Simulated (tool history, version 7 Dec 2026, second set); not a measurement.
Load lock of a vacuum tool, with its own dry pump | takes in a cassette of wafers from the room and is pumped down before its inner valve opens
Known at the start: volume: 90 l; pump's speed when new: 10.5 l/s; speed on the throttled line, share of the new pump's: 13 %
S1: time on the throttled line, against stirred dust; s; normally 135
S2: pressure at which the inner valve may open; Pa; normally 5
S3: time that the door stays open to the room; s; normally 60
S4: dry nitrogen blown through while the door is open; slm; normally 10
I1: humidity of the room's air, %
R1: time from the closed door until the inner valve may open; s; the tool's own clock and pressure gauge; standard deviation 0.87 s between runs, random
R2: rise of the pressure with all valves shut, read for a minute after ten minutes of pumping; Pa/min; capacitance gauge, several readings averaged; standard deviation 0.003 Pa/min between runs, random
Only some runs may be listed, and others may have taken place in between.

Run 1, hour 0: usual settings; I1 44.4. Result: R1 203.9 s, R2 0.061 Pa/min.
Run 2, hour 136.9: usual settings but S4 9 slm; I1 42.2. Result: R1 205.7 s, R2 0.064 Pa/min.
Run 3, hour 247.5: usual settings but S4 9 slm; I1 43.1. Result: R1 203.2 s, R2 0.072 Pa/min.
Run 4, hour 504.6: usual settings but S4 9 slm; I1 44.4. Result: R1 205.9 s, R2 0.077 Pa/min.
Run 5, hour 622.5: usual settings but S4 9 slm; I1 42.9. Result: R1 205.8 s, R2 0.079 Pa/min.
Run 6, hour 761.2: usual settings but S4 9 slm; I1 48.1. Result: R1 206.4 s, R2 0.088 Pa/min.
Run 7, hour 995: usual settings but S4 9 slm; I1 44.2. Result: R1 205.8 s, R2 0.09 Pa/min.
Run 8, hour 1255.3: usual settings but S4 9 slm; I1 41.7. Result: R1 205.3 s, R2 0.094 Pa/min.
Run 9, hour 1495.7: usual settings but S1 248 s; I1 44.8. Result: R1 304.6 s, R2 0.109 Pa/min.
Run 10, hour 1688.5: usual settings; I1 47.4. Result: R1 206.6 s, R2 0.11 Pa/min.
Run 11, hour 1880.2: usual settings; I1 46.1. Result: R1 206.2 s, R2 0.109 Pa/min.
Run 12, hour 2100.3: usual settings; I1 45.2. Result: R1 206.4 s, R2 0.127 Pa/min.
Run 13, hour 2322.1: usual settings but S4 13 slm; I1 45.7. Result: R1 207.4 s, R2 0.126 Pa/min.
Run 14, hour 2577.2: usual settings but S2 8 Pa, S3 76 s; I1 43.4. Result: R1 200.5 s, R2 0.144 Pa/min.
Run 15, hour 2776: usual settings but S2 6 Pa, S3 37 s; I1 46.1. Result: R1 206.6 s, R2 0.139 Pa/min.
Run 16, hour 2966.5: usual settings but S1 165 s, S3 36 s, S4 28 slm; I1 41.6. Result: R1 233.7 s, R2 0.142 Pa/min.
Run 17, hour 3192.3: usual settings but S1 77 s, S4 15 slm; I1 46.1. Result: R1 157.6 s, R2 0.156 Pa/min.
Run 18, hour 3381: usual settings but S1 125 s, S3 33 s; I1 44.9. Result: R1 200.5 s, R2 0.162 Pa/min.
Run 19, hour 3563.5: usual settings but S1 125 s, S3 33 s; I1 43.3. Result: R1 200.1 s, R2 0.164 Pa/min.
Run 20, hour 3729.7: usual settings but S1 112 s, S3 33 s; I1 46.5. Result: R1 185.6 s, R2 0.169 Pa/min.
Run 21, hour 3938.4: usual settings but S1 107 s; I1 45.5. Result: R1 184.2 s, R2 0.19 Pa/min.
Run 22, hour 4165.7: usual settings but S1 107 s; I1 45.5. Result: R1 184.5 s, R2 0.205 Pa/min.
Run 23, hour 4296.8: usual settings but S1 162 s; I1 44.4. Result: R1 230.3 s, R2 0.206 Pa/min.
Run 24, hour 4530.4: usual settings but S1 79 s; I1 45.1. Result: R1 160.7 s, R2 0.219 Pa/min.
Run 25, hour 4658.9: usual settings but S3 39 s, S4 6 slm; I1 47.6. Result: R1 209.1 s, R2 0.218 Pa/min.

Alternative continuations, all from the tool just after run 25; predict every row:
Run A, hour 4847.3: usual settings but S3 31 s; I1 45.8. Result: R1 ?, R2 ?.
Run B, hour 4847.3: usual settings but S1 70 s, S2 9 Pa, S3 168 s; I1 43.1. Result: R1 ?, R2 ?.
Run C, hour 4847.3: usual settings but S1 108 s, S3 39 s, S4 6 slm; I1 40.9. Result: R1 ?, R2 ?.
Run D, hour 4847.3: usual settings but S3 220 s; I1 42.3. Result: R1 ?, R2 ?.
Run E, hour 4847.3: usual settings but S3 36 s, S4 6 slm; I1 44.5. Result: R1 ?, R2 ?.

run     R1     R2
  A  208.6  0.226
  B  145.8  0.245
  C  186.7  0.228
  D  209.5  0.267
  E  207.9  0.226
Had the tool no hidden state, the same runs would have come out as:
run     R1     R2
  A  203.1  0.019
  B    140  0.043
  C  180.9   0.02
  D  203.9   0.06
  E  202.3   0.02
